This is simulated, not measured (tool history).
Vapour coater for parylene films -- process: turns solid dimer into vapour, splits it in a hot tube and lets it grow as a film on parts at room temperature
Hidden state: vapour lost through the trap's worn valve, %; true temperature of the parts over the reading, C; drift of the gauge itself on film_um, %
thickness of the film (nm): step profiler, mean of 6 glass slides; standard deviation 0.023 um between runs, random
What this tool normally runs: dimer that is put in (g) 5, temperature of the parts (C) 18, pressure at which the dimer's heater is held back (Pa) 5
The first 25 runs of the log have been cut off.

run	hour	dimer that is put in (g)	temperature of the parts (C)	pressure at which the dimer's heater is held back (Pa)	hours of work since the trap's valve was overhauled	hours of work since the table's thermometer was calibrated	thickness of the film (nm)
26	508.4	5	17	5.9	116	350	2120
27	526	5	19	5	124	358	2040
28	543.2	5	19	5	130	364	2040
29	560	5	19	5	137	371	2010
30	587.7	5	19	5	148	383	2070
31	605.3	5	19	5	156	390	2040
32	631.9	5	19	5	166	400	2030
33	655.9	7	17	2.6	176	410	3270
34	677.5	6	23	5.43	185	419	2150
35	704	2	18	2.27	195	430	930
36	719.7	2	18	2.27	202	436	910
37	747.6	5	18	5	213	447	2050
38	768	8	17	2.75	221	455	3640
39	786.7	3	11	3.7	229	463	1590
40	811	7	18	5	239	473	2910
41	829.9	4	13	2.01	246	480	2120
42	857.1	4	13	2.01	257	491	2110
43	873.6	4	13	7.45	264	498	1790
44	890.9	5	18	5.72	271	505	2040
45	907.5	5	16	6.33	278	512	2110
46	919.8	5	16	6.33	283	517	2100
47	934.5	3	18	5	289	523	1220

3 options for the next run, each taken on its own from the tool as it stands now. Forecast them:
A	956.2	2	18	5	297	531	?
B	956.2	5	18	7.13	297	531	?
C	956.2	3	24	5	297	531	?

run	thickness of the film (nm)
A	790
B	1960
C	1020
With the hidden condition removed and each run's random variation left untouched, the same runs would have given:
run	thickness of the film (nm)
A	850
B	2110
C	1100
